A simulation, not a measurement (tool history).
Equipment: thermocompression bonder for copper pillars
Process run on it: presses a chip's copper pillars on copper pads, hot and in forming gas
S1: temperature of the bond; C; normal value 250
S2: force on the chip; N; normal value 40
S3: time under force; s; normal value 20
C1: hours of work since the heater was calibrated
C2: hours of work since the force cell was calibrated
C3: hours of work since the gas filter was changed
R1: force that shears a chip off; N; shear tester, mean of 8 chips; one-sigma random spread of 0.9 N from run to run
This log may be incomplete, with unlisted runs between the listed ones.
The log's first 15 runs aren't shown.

run   hour   S1  S2  S3    C1   C2   C3     R1
 16  248.5  250  40  20   949  491  343   93.1
 17    270  250  40  20   965  506  359   93.5
 18  279.6  250  40  20   972  513  366   91.7
 19  294.3  252  40  20   982  524  376   94.7
     300.2  -- forming gas filter changed
 20  315.2  250  40  20   997  539   11   98.9
 21  333.1  250  40  28  1010  552   24  106.4
 22  350.6  250  40  28  1022  564   36  105.7
 23  366.8  250  40  28  1034  576   48  107.1
 24    381  261  30  11  1044  586   58   86.3
 25  393.1  261  30  11  1053  595   67   84.7
 26  412.9  261  30  11  1067  609   81   82.3
 27  433.4  255  40  44  1082  624   96  120.3
 28  454.9  250  33  19  1097  639  111   88.7
 29  474.5  250  33  19  1112  653  126   90.7
 30  488.5  272  35  19  1122  663  136  108.5
 31  501.2  240  35  11  1131  673  145   69.9
 32  512.7  229  25  54  1139  681  153   90.3
 33  526.7  229  28  11  1149  691  163   54.2
 34  539.6  237  40  20  1158  700  172   85.3
 35    562  237  40  20  1175  716  189   86.7
 36  581.2  237  40  20  1188  730  202   84.5
 37  590.6  250  27  41  1195  737  209    103
 38  605.2  250  27  41  1206  747  220  102.7
 39  621.2  220  31  19  1217  759  231   60.9

Each row is a separate what-if for the run after 39, all from the same tool condition, not one after another. Results?
  A  631.4  250  56  20  1225  766  238   ?
  B  631.4  248  40  20  1225  766  238   ?
  C  631.4  265  46  21  1225  766  238   ?

run     R1
  A  105.3
  B   95.2
  C  112.6
The same runs, with their run-to-run variation unchanged, on a tool lacking any hidden condition would have given:
run     R1
  A  101.5
  B   90.4
  C  110.2
